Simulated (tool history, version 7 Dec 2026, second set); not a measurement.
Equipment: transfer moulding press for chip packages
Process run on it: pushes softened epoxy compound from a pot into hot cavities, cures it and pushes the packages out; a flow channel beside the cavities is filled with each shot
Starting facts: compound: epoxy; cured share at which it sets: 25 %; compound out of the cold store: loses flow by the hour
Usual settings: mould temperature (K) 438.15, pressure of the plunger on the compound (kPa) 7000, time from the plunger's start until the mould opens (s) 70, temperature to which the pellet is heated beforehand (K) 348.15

| run | hour | mould temperature (K) | pressure of the plunger on the compound (kPa) | time from the plunger's start until the mould opens (s) | temperature to which the pellet is heated beforehand (K) | incoming compound's hours out of the cold store | length that the compound runs in the flow channel (mm) | greatest force on the pins that push the packages out (N) |
|---|---|---|---|---|---|---|---|---|
| 1 | 0.0 | 438.15 | 7000 | 70 | 348.15 | 25.6 | 555 | 772 |
| 2 | 24.7 | 438.15 | 7000 | 70 | 348.15 | 44.1 | 518 | 907 |
| 3 | 56.2 | 438.15 | 7000 | 70 | 348.15 | 14.4 | 574 | 1119 |
|  | 62.5 | cavities cleaned with cleaning compound and waxed |
| 4 | 88.7 | 438.15 | 7000 | 70 | 344.15 | 15.0 | 576 | 978 |
|  | 96.0 | plunger's sealing rings changed |
|  | 131.6 | cavities cleaned with cleaning compound and waxed |
| 5 | 138.8 | 438.15 | 8800 | 70 | 348.15 | 30.0 | 616 | 789 |
| 6 | 167.7 | 438.15 | 6280 | 70 | 348.15 | 25.1 | 532 | 1017 |
|  | 199.1 | cavities cleaned with cleaning compound and waxed |
| 7 | 202.3 | 438.15 | 6280 | 70 | 348.15 | 42.7 | 497 | 715 |
| 8 | 253.8 | 438.15 | 6280 | 70 | 348.15 | 11.3 | 549 | 1092 |
|  | 265.8 | cavities cleaned with cleaning compound and waxed |
| 9 | 301.2 | 438.15 | 6280 | 70 | 348.15 | 36.7 | 506 | 961 |
|  | 331.7 | cavities cleaned with cleaning compound and waxed |
| 10 | 350.0 | 433.15 | 7000 | 70 | 348.15 | 25.1 | 567 | 1229 |
|  | 373.1 | plunger's sealing rings changed |
| 11 | 391.0 | 436.15 | 7000 | 70 | 348.15 | 21.6 | 575 | 1224 |
|  | 399.1 | cavities cleaned with cleaning compound and waxed |
| 12 | 431.0 | 436.15 | 7000 | 70 | 348.15 | 29.1 | 557 | 1076 |
| 13 | 456.7 | 436.15 | 7000 | 70 | 348.15 | 36.9 | 544 | 1171 |
|  | 464.9 | cavities cleaned with cleaning compound and waxed |
| 14 | 496.0 | 436.15 | 7000 | 70 | 348.15 | 30.1 | 553 | 1090 |
|  | 529.9 | cavities cleaned with cleaning compound and waxed |
| 15 | 543.9 | 439.15 | 7500 | 70 | 348.15 | 38.8 | 546 | 730 |
| 16 | 573.3 | 439.15 | 7500 | 70 | 348.15 | 35.9 | 549 | 907 |
|  | 595.5 | cavities cleaned with cleaning compound and waxed |
| 17 | 607.6 | 437.15 | 7600 | 70 | 348.15 | 17.5 | 597 | 890 |
| 18 | 630.7 | 437.15 | 7600 | 70 | 348.15 | 26.1 | 578 | 1019 |
|  | 652.0 | plunger's sealing rings changed |
|  | 664.1 | cavities cleaned with cleaning compound and waxed |
| 19 | 678.8 | 438.15 | 6240 | 84 | 345.15 | 8.9 | 562 | 580 |
| 20 | 706.8 | 431.15 | 7000 | 66 | 354.15 | 31.2 | 565 | 1832 |
|  | 730.2 | cavities cleaned with cleaning compound and waxed |
| 21 | 751.5 | 431.15 | 7000 | 66 | 354.15 | 41.7 | 545 | 1563 |
|  | 794.9 | cavities cleaned with cleaning compound and waxed |
| 22 | 799.7 | 435.15 | 7000 | 70 | 340.15 | 19.5 | 577 | 1047 |
| 23 | 846.3 | 438.15 | 7000 | 70 | 357.15 | 21.2 | 559 | 1003 |
|  | 861.7 | cavities cleaned with cleaning compound and waxed |
| 24 | 880.2 | 438.15 | 7000 | 70 | 357.15 | 22.4 | 558 | 822 |
| 25 | 920.6 | 431.15 | 5630 | 51 | 348.15 | 45.2 | 477 | 2860 |
|  | 926.8 | cavities cleaned with cleaning compound and waxed |
|  | 931.7 | plunger's sealing rings changed |
| 26 | 978.8 | 431.15 | 7550 | 51 | 348.15 | 8.1 | 642 | 2869 |
|  | 993.8 | cavities cleaned with cleaning compound and waxed |
| 27 | 1013.8 | 431.15 | 7550 | 51 | 348.15 | 25.0 | 599 | 2423 |

Selected run-to-run steps in length that the compound runs in the flow channel (mm), each split into two signed amounts: the part the tool would show with no hidden state at all (from settings, incoming material and random variation), and the remainder, which goes to the hidden state together with any gauge scatter not common to the measured and the hidden-state-free results:
Hidden state at play: true mould temperature over the reading, C; pressure that reaches the compound, % of what is set; grip of the stained cavities, % over clean ones'; drift of the gauge itself on flow_mm, %; drift of the gauge itself on push_out_n, %.
Run 5 -> 6: pressure of the plunger on the compound (kPa) 8800 -> 6280. length that the compound runs in the flow channel (mm) -84: hidden state -1, all else -83.
Run 10 -> 11: mould temperature (K) 433.15 -> 436.15, plunger's sealing rings changed. length that the compound runs in the flow channel (mm) +8: hidden state +13, all else -5.
Run 18 -> 19: mould temperature (K) 437.15 -> 438.15, pressure of the plunger on the compound (kPa) 7600 -> 6240, time from the plunger's start until the mould opens (s) 70 -> 84, temperature to which the pellet is heated beforehand (K) 348.15 -> 345.15, plunger's sealing rings changed, cavities cleaned with cleaning compound and waxed. length that the compound runs in the flow channel (mm) -16: hidden state +10, all else -26.
Run 25 -> 26: pressure of the plunger on the compound (kPa) 5630 -> 7550, cavities cleaned with cleaning compound and waxed, plunger's sealing rings changed. length that the compound runs in the flow channel (mm) +165: hidden state +6, all else +159.
